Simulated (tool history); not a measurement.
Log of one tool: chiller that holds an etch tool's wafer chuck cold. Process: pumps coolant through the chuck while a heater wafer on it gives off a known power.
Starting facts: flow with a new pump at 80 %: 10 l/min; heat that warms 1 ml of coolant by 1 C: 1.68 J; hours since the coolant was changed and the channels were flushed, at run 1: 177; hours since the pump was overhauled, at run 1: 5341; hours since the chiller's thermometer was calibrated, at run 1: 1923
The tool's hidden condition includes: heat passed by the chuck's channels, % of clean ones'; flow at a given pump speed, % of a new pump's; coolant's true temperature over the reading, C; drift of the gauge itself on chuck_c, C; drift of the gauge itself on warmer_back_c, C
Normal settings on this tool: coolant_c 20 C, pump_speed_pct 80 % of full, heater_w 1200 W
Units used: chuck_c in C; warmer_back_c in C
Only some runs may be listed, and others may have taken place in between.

run,day,coolant_c,pump_speed_pct,heater_w,hours since the coolant was changed and the channels were flushed,hours since the pump was overhauled,hours since the chiller's thermometer was calibrated,chuck_c,warmer_back_c
1,0,20,80,1200,177,5341,1923,30.8,4.85
2,6.221,20,80,1200,326,5491,2072,30.7,4.72
3,12.646,20,80,1200,481,5645,2227,30.7,4.8
4,19.342,20,97,1200,641,5806,2387,29.1,3.96
5,23.288,20,69,1200,736,5900,2482,32.6,5.69
6,28.942,20,69,1200,872,6036,2618,32.6,5.73
7,34.138,20,80,1200,996,6161,2742,31,4.9
8,40.917,20,60,803,1159,6323,2905,29.4,4.44
9,44.571,27,84,951,1247,6411,2993,35.4,3.7
10,47.571,27,84,951,1319,6483,3065,35.2,3.7
11,50.296,20,73,1200,1384,6548,3130,32,5.45
# day 56.85: chiller's thermometer calibrated
12,56.962,20,73,1200,1543,6707,3,32.2,5.41
13,61.454,20,73,1200,1651,6815,110,32.3,5.49
14,66.462,20,85,1200,1771,6935,231,30.6,4.7

Alternative continuations, all from the tool just after run 14; predict every row:
A,70.033,14,80,1200,1857,7021,316,?,?
B,70.033,20,73,1200,1857,7021,316,?,?
C,70.033,23,62,1196,1857,7021,316,?,?
D,70.033,12,70,712,1857,7021,316,?,?
E,70.033,11,85,1471,1857,7021,316,?,?

run,chuck_c,warmer_back_c
A,25.3,5
B,32.4,5.5
C,37.1,6.51
D,19.8,3.42
E,24.2,5.76
With the hidden condition removed and each run's random variation left untouched, the same runs would have given:
run,chuck_c,warmer_back_c
A,23.8,4.29
B,30.7,4.72
C,35.1,5.59
D,18.7,2.93
E,22.4,4.94
